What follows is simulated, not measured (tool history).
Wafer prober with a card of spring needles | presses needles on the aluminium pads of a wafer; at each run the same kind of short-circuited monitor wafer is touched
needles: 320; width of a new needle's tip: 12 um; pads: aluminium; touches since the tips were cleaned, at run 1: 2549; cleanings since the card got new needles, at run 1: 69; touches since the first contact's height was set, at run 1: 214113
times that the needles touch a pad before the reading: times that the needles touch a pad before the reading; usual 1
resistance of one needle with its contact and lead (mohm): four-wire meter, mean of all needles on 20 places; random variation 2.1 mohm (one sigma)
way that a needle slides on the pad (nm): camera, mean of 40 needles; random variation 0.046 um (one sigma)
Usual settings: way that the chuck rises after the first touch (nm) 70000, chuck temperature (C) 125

run,hour,way that the chuck rises after the first touch (nm),chuck temperature (C),times that the needles touch a pad before the reading,touches since the tips were cleaned,cleanings since the card got new needles,touches since the first contact's height was set,resistance of one needle with its contact and lead (mohm),way that a needle slides on the pad (nm)
1,0,70000,125,1,2549,69,214113,322,17280
# hour 14.7: tips cleaned on abrasive film
# hour 36.5: tips cleaned on abrasive film
# hour 47.5: height of the first contact set anew
# hour 58.3: tips cleaned on abrasive film
2,70,70000,125,1,2921,72,5583,322,17710
# hour 80.8: tips cleaned on abrasive film
# hour 106.4: tips cleaned on abrasive film
3,121,56000,125,1,3628,74,18226,394,14070
# hour 129.9: tips cleaned on abrasive film
# hour 151.4: tips cleaned on abrasive film
4,162.3,56000,125,1,2698,76,28466,374,14050
# hour 176.8: tips cleaned on abrasive film
# hour 203.6: tips cleaned on abrasive film
# hour 229.4: tips cleaned on abrasive film
5,229.4,56000,125,1,0,79,45113,263,14030
# hour 254.8: tips cleaned on abrasive film
# hour 280.5: tips cleaned on abrasive film
6,285.9,56000,29,1,1342,81,59133,329,14070
# hour 305.1: tips cleaned on abrasive film
# hour 328.9: tips cleaned on abrasive film
7,347.9,56000,29,1,4748,83,74533,400,13990
# hour 353.3: tips cleaned on abrasive film
# hour 378.8: tips cleaned on abrasive film
8,385,56000,40,1,1536,85,83720,333,13940
# hour 402.8: tips cleaned on abrasive film
# hour 427.5: tips cleaned on abrasive film
9,447.5,70000,86,1,4996,87,99246,347,17440
# hour 451.7: tips cleaned on abrasive film
# hour 475.2: tips cleaned on abrasive film
# hour 500.7: tips cleaned on abrasive film
10,509,70000,86,1,2060,90,114466,307,17460
# hour 524.3: tips cleaned on abrasive film
# hour 547.5: tips cleaned on abrasive film
# hour 570.7: tips cleaned on abrasive film
11,575.2,70000,86,1,1138,93,130898,286,17500
# hour 593: tips cleaned on abrasive film
# hour 616.5: tips cleaned on abrasive film
# hour 642: tips cleaned on abrasive film
12,642.7,70000,86,1,189,96,147640,246,17410
# hour 664.5: tips cleaned on abrasive film
13,674.1,70000,86,1,2407,97,155436,330,17330
# hour 687.1: tips cleaned on abrasive film
# hour 712.2: tips cleaned on abrasive film
14,713.9,52000,112,3,427,99,165292,263,12790
# hour 735.4: tips cleaned on abrasive film
# hour 761.2: tips cleaned on abrasive film
# hour 784.2: tips cleaned on abrasive film
15,784.2,52000,95,3,0,102,182729,239,12780
# hour 807: tips cleaned on abrasive film
# hour 833: tips cleaned on abrasive film
16,844.2,70000,125,1,2779,104,197612,341,17300
# hour 857.8: tips cleaned on abrasive film
# hour 881.2: tips cleaned on abrasive film
17,897.6,70000,125,1,4084,106,210870,355,17290
# hour 906.4: tips cleaned on abrasive film
# hour 930.8: tips cleaned on abrasive film
18,950.9,54000,104,2,4992,108,224085,354,13190
# hour 954.8: tips cleaned on abrasive film
# hour 958.8: height of the first contact set anew
# hour 977.9: tips cleaned on abrasive film
19,989.9,54000,104,2,2991,110,7732,340,13650
# hour 1000.6: tips cleaned on abrasive film
# hour 1026.7: tips cleaned on abrasive film
20,1047.6,70000,125,2,5221,112,22057,309,17560
# hour 1052.4: tips cleaned on abrasive film
# hour 1075.4: tips cleaned on abrasive film
# hour 1099: tips cleaned on abrasive film
21,1116,55000,39,2,4228,115,39018,344,13790
# hour 1122.8: tips cleaned on abrasive film
# hour 1147.7: tips cleaned on abrasive film
22,1148,51000,58,2,79,117,46930,248,12740
# hour 1171.1: tips cleaned on abrasive film
23,1188.6,51000,120,1,4343,118,57016,433,12800
# hour 1194.9: tips cleaned on abrasive film
# hour 1216.9: tips cleaned on abrasive film
24,1221.8,83000,30,1,1208,120,65232,267,20900
# hour 1243.6: tips cleaned on abrasive film
# hour 1267.2: tips cleaned on abrasive film
# hour 1290.6: tips cleaned on abrasive film
25,1290.6,83000,30,1,0,123,82293,217,20860
# hour 1316.8: tips cleaned on abrasive film
26,1323,83000,30,1,1559,124,90361,276,20820

How the hidden state differs across the entries between the runs, from the last listed run before each to the first after it:
Between runs 1 and 2: tips cleaned on abrasive film (hour 14.7); tips cleaned on abrasive film (hour 36.5); height of the first contact set anew (hour 47.5); tips cleaned on abrasive film (hour 58.3)
  debris on the tips, nm: 126.5 -> 137.1; way that the needles fall short of the set height, um: 1.67 -> 0.04; tips' diameter, um: 13.18 -> 13.22
  measured less the result without the state, resistance of one needle with its contact and lead (mohm): +87 -> +89; way that a needle slides on the pad (nm): -420 -> -10
Between runs 2 and 3: tips cleaned on abrasive film (hour 80.8); tips cleaned on abrasive film (hour 106.4)
  debris on the tips, nm: 137.1 -> 156.8; way that the needles fall short of the set height, um: 0.04 -> 0.14; tips' diameter, um: 13.22 -> 13.26
  measured less the result without the state, resistance of one needle with its contact and lead (mohm): +89 -> +152; way that a needle slides on the pad (nm): -10 -> -30
Between runs 3 and 4: tips cleaned on abrasive film (hour 129.9); tips cleaned on abrasive film (hour 151.4)
  debris on the tips, nm: 156.8 -> 134.7; way that the needles fall short of the set height, um: 0.14 -> 0.23; tips' diameter, um: 13.26 -> 13.29
  measured less the result without the state, resistance of one needle with its contact and lead (mohm): +152 -> +132; way that a needle slides on the pad (nm): -30 -> -60
Between runs 4 and 5: tips cleaned on abrasive film (hour 176.8); tips cleaned on abrasive film (hour 203.6); tips cleaned on abrasive film (hour 229.4)
  debris on the tips, nm: 134.7 -> 20; way that the needles fall short of the set height, um: 0.23 -> 0.4; tips' diameter, um: 13.29 -> 13.35
  measured less the result without the state, resistance of one needle with its contact and lead (mohm): +132 -> +22; way that a needle slides on the pad (nm): -60 -> -100
Between runs 5 and 6: tips cleaned on abrasive film (hour 254.8); tips cleaned on abrasive film (hour 280.5)
  debris on the tips, nm: 20 -> 99.5; way that the needles fall short of the set height, um: 0.4 -> 0.47; tips' diameter, um: 13.35 -> 13.37
  measured less the result without the state, resistance of one needle with its contact and lead (mohm): +22 -> +115; way that a needle slides on the pad (nm): -100 -> -120
Between runs 6 and 7: tips cleaned on abrasive film (hour 305.1); tips cleaned on abrasive film (hour 328.9)
  debris on the tips, nm: 99.5 -> 158.9; way that the needles fall short of the set height, um: 0.47 -> 0.56; tips' diameter, um: 13.37 -> 13.41
  measured less the result without the state, resistance of one needle with its contact and lead (mohm): +115 -> +184; way that a needle slides on the pad (nm): -120 -> -140
Between runs 7 and 8: tips cleaned on abrasive film (hour 353.3); tips cleaned on abrasive film (hour 378.8)
  debris on the tips, nm: 158.9 -> 98.8; way that the needles fall short of the set height, um: 0.56 -> 0.67; tips' diameter, um: 13.41 -> 13.45
  measured less the result without the state, resistance of one needle with its contact and lead (mohm): +184 -> +115; way that a needle slides on the pad (nm): -140 -> -170
Between runs 8 and 9: tips cleaned on abrasive film (hour 402.8); tips cleaned on abrasive film (hour 427.5)
  debris on the tips, nm: 98.8 -> 166.5; way that the needles fall short of the set height, um: 0.67 -> 0.75; tips' diameter, um: 13.45 -> 13.47
  measured less the result without the state, resistance of one needle with its contact and lead (mohm): +115 -> +122; way that a needle slides on the pad (nm): -170 -> -190
Between runs 9 and 10: tips cleaned on abrasive film (hour 451.7); tips cleaned on abrasive film (hour 475.2); tips cleaned on abrasive film (hour 500.7)
  debris on the tips, nm: 166.5 -> 107.5; way that the needles fall short of the set height, um: 0.75 -> 0.88; tips' diameter, um: 13.47 -> 13.52
  measured less the result without the state, resistance of one needle with its contact and lead (mohm): +122 -> +80; way that a needle slides on the pad (nm): -190 -> -230
Between runs 10 and 11: tips cleaned on abrasive film (hour 524.3); tips cleaned on abrasive film (hour 547.5); tips cleaned on abrasive film (hour 570.7)
  debris on the tips, nm: 107.5 -> 79.3; way that the needles fall short of the set height, um: 0.88 -> 1.02; tips' diameter, um: 13.52 -> 13.57
  measured less the result without the state, resistance of one needle with its contact and lead (mohm): +80 -> +60; way that a needle slides on the pad (nm): -230 -> -260
Between runs 11 and 12: tips cleaned on abrasive film (hour 593); tips cleaned on abrasive film (hour 616.5); tips cleaned on abrasive film (hour 642)
  debris on the tips, nm: 79.3 -> 23.4; way that the needles fall short of the set height, um: 1.02 -> 1.16; tips' diameter, um: 13.57 -> 13.62
  measured less the result without the state, resistance of one needle with its contact and lead (mohm): +60 -> +19; way that a needle slides on the pad (nm): -260 -> -290
Between runs 12 and 13: tips cleaned on abrasive film (hour 664.5)
  debris on the tips, nm: 23.4 -> 138.3; way that the needles fall short of the set height, um: 1.16 -> 1.19; tips' diameter, um: 13.62 -> 13.63
  measured less the result without the state, resistance of one needle with its contact and lead (mohm): +19 -> +104; way that a needle slides on the pad (nm): -290 -> -310
Between runs 13 and 14: tips cleaned on abrasive film (hour 687.1); tips cleaned on abrasive film (hour 712.2)
  debris on the tips, nm: 138.3 -> 38.8; way that the needles fall short of the set height, um: 1.19 -> 1.3; tips' diameter, um: 13.63 -> 13.67
  measured less the result without the state, resistance of one needle with its contact and lead (mohm): +104 -> +21; way that a needle slides on the pad (nm): -310 -> -330
Between runs 14 and 15: tips cleaned on abrasive film (hour 735.4); tips cleaned on abrasive film (hour 761.2); tips cleaned on abrasive film (hour 784.2)
  debris on the tips, nm: 38.8 -> 16.5; way that the needles fall short of the set height, um: 1.3 -> 1.45; tips' diameter, um: 13.67 -> 13.72
  measured less the result without the state, resistance of one needle with its contact and lead (mohm): +21 -> +11; way that a needle slides on the pad (nm): -330 -> -370
Between runs 15 and 16: tips cleaned on abrasive film (hour 807); tips cleaned on abrasive film (hour 833)
  debris on the tips, nm: 16.5 -> 145.3; way that the needles fall short of the set height, um: 1.45 -> 1.54; tips' diameter, um: 13.72 -> 13.75
  measured less the result without the state, resistance of one needle with its contact and lead (mohm): +11 -> +106; way that a needle slides on the pad (nm): -370 -> -390
Between runs 16 and 17: tips cleaned on abrasive film (hour 857.8); tips cleaned on abrasive film (hour 881.2)
  debris on the tips, nm: 145.3 -> 161.4; way that the needles fall short of the set height, um: 1.54 -> 1.64; tips' diameter, um: 13.75 -> 13.78
  measured less the result without the state, resistance of one needle with its contact and lead (mohm): +106 -> +118; way that a needle slides on the pad (nm): -390 -> -410
Between runs 17 and 18: tips cleaned on abrasive film (hour 906.4); tips cleaned on abrasive film (hour 930.8)
  debris on the tips, nm: 161.4 -> 162.6; way that the needles fall short of the set height, um: 1.64 -> 1.74; tips' diameter, um: 13.78 -> 13.82
  measured less the result without the state, resistance of one needle with its contact and lead (mohm): +118 -> +119; way that a needle slides on the pad (nm): -410 -> -440
Between runs 18 and 19: tips cleaned on abrasive film (hour 954.8); height of the first contact set anew (hour 958.8); tips cleaned on abrasive film (hour 977.9)
  debris on the tips, nm: 162.6 -> 144.6; way that the needles fall short of the set height, um: 1.74 -> 0.04; tips' diameter, um: 13.82 -> 13.85
  measured less the result without the state, resistance of one needle with its contact and lead (mohm): +119 -> +102; way that a needle slides on the pad (nm): -440 -> -10
Between runs 19 and 20: tips cleaned on abrasive film (hour 1000.6); tips cleaned on abrasive film (hour 1026.7)
  debris on the tips, nm: 144.6 -> 167.7; way that the needles fall short of the set height, um: 0.04 -> 0.14; tips' diameter, um: 13.85 -> 13.88
  measured less the result without the state, resistance of one needle with its contact and lead (mohm): +102 -> +73; way that a needle slides on the pad (nm): -10 -> -40
Between runs 20 and 21: tips cleaned on abrasive film (hour 1052.4); tips cleaned on abrasive film (hour 1075.4); tips cleaned on abrasive film (hour 1099)
  debris on the tips, nm: 167.7 -> 166.2; way that the needles fall short of the set height, um: 0.14 -> 0.27; tips' diameter, um: 13.88 -> 13.93
  measured less the result without the state, resistance of one needle with its contact and lead (mohm): +73 -> +125; way that a needle slides on the pad (nm): -40 -> -70
Between runs 21 and 22: tips cleaned on abrasive film (hour 1122.8); tips cleaned on abrasive film (hour 1147.7)
  debris on the tips, nm: 166.2 -> 18; way that the needles fall short of the set height, um: 0.27 -> 0.39; tips' diameter, um: 13.93 -> 13.97
  measured less the result without the state, resistance of one needle with its contact and lead (mohm): +125 -> +18; way that a needle slides on the pad (nm): -70 -> -100
Between runs 22 and 23: tips cleaned on abrasive film (hour 1171.1)
  debris on the tips, nm: 18 -> 155.2; way that the needles fall short of the set height, um: 0.39 -> 0.42; tips' diameter, um: 13.97 -> 13.98
  measured less the result without the state, resistance of one needle with its contact and lead (mohm): +18 -> +194; way that a needle slides on the pad (nm): -100 -> -100
Between runs 23 and 24: tips cleaned on abrasive film (hour 1194.9); tips cleaned on abrasive film (hour 1216.9)
  debris on the tips, nm: 155.2 -> 91.7; way that the needles fall short of the set height, um: 0.42 -> 0.51; tips' diameter, um: 13.98 -> 14.01
  measured less the result without the state, resistance of one needle with its contact and lead (mohm): +194 -> +59; way that a needle slides on the pad (nm): -100 -> -130
Between runs 24 and 25: tips cleaned on abrasive film (hour 1243.6); tips cleaned on abrasive film (hour 1267.2); tips cleaned on abrasive film (hour 1290.6)
  debris on the tips, nm: 91.7 -> 18.3; way that the needles fall short of the set height, um: 0.51 -> 0.66; tips' diameter, um: 14.01 -> 14.07
  measured less the result without the state, resistance of one needle with its contact and lead (mohm): +59 -> +13; way that a needle slides on the pad (nm): -130 -> -170
Between runs 25 and 26: tips cleaned on abrasive film (hour 1316.8)
  debris on the tips, nm: 18.3 -> 95.6; way that the needles fall short of the set height, um: 0.66 -> 0.72; tips' diameter, um: 14.07 -> 14.09
  measured less the result without the state, resistance of one needle with its contact and lead (mohm): +13 -> +63; way that a needle slides on the pad (nm): -170 -> -180
